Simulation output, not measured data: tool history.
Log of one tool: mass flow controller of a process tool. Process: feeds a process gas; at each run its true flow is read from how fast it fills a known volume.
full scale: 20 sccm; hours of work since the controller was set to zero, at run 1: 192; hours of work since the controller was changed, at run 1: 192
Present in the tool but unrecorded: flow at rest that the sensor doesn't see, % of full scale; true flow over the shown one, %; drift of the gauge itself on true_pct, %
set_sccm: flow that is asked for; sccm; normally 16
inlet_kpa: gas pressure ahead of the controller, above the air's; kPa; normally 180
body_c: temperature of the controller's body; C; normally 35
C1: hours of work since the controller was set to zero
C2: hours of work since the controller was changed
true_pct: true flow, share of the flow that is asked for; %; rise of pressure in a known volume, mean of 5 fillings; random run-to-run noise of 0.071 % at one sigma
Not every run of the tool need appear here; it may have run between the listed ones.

run 1 hour=0.0 | set_sccm=16 inlet_kpa=180 body_c=35 | C1=192 C2=192 | true_pct=100.34
run 2 hour=189.4 | set_sccm=16 inlet_kpa=180 body_c=35 | C1=280 C2=280 | true_pct=100.51
run 3 hour=371.0 | set_sccm=10 inlet_kpa=180 body_c=35 | C1=364 C2=364 | true_pct=99.86
run 4 hour=578.9 | set_sccm=10 inlet_kpa=180 body_c=35 | C1=461 C2=461 | true_pct=100.11
run 5 hour=809.7 | set_sccm=5 inlet_kpa=180 body_c=35 | C1=568 C2=568 | true_pct=100.08
run 6 hour=985.7 | set_sccm=5 inlet_kpa=180 body_c=35 | C1=650 C2=650 | true_pct=100.19
run 7 hour=1134.4 | set_sccm=16 inlet_kpa=180 body_c=32 | C1=720 C2=720 | true_pct=100.60
run 8 hour=1337.6 | set_sccm=16 inlet_kpa=180 body_c=35 | C1=814 C2=814 | true_pct=100.68
run 9 hour=1582.5 | set_sccm=14 inlet_kpa=273 body_c=35 | C1=928 C2=928 | true_pct=101.23
run 10 hour=1697.1 | set_sccm=2 inlet_kpa=273 body_c=30 | C1=982 C2=982 | true_pct=102.50
run 11 hour=1931.2 | set_sccm=16 inlet_kpa=223 body_c=38 | C1=1091 C2=1091 | true_pct=101.24
run 12 hour=2086.5 | set_sccm=16 inlet_kpa=225 body_c=22 | C1=1163 C2=1163 | true_pct=100.68
run 13 hour=2278.7 | set_sccm=16 inlet_kpa=164 body_c=28 | C1=1252 C2=1252 | true_pct=100.58
run 14 hour=2429.4 | set_sccm=16 inlet_kpa=164 body_c=28 | C1=1323 C2=1323 | true_pct=100.62
run 15 hour=2589.0 | set_sccm=11 inlet_kpa=232 body_c=35 | C1=1397 C2=1397 | true_pct=101.15

Forecast each of these 4 alternatives for the next run:
run A hour=2863.1 | set_sccm=19 inlet_kpa=180 body_c=35 | C1=1524 C2=1524 | true_pct=?
run B hour=2863.1 | set_sccm=9 inlet_kpa=235 body_c=31 | C1=1524 C2=1524 | true_pct=?
run C hour=2863.1 | set_sccm=2 inlet_kpa=228 body_c=29 | C1=1524 C2=1524 | true_pct=?
run D hour=2863.1 | set_sccm=16 inlet_kpa=180 body_c=23 | C1=1524 C2=1524 | true_pct=?

run=A true_pct=101.29
run=B true_pct=100.93
run=C true_pct=104.03
run=D true_pct=100.63
What these runs would have given with no unlogged condition in the tool:
run=A true_pct=100.18
run=B true_pct=99.26
run=C true_pct=98.64
run=D true_pct=99.43

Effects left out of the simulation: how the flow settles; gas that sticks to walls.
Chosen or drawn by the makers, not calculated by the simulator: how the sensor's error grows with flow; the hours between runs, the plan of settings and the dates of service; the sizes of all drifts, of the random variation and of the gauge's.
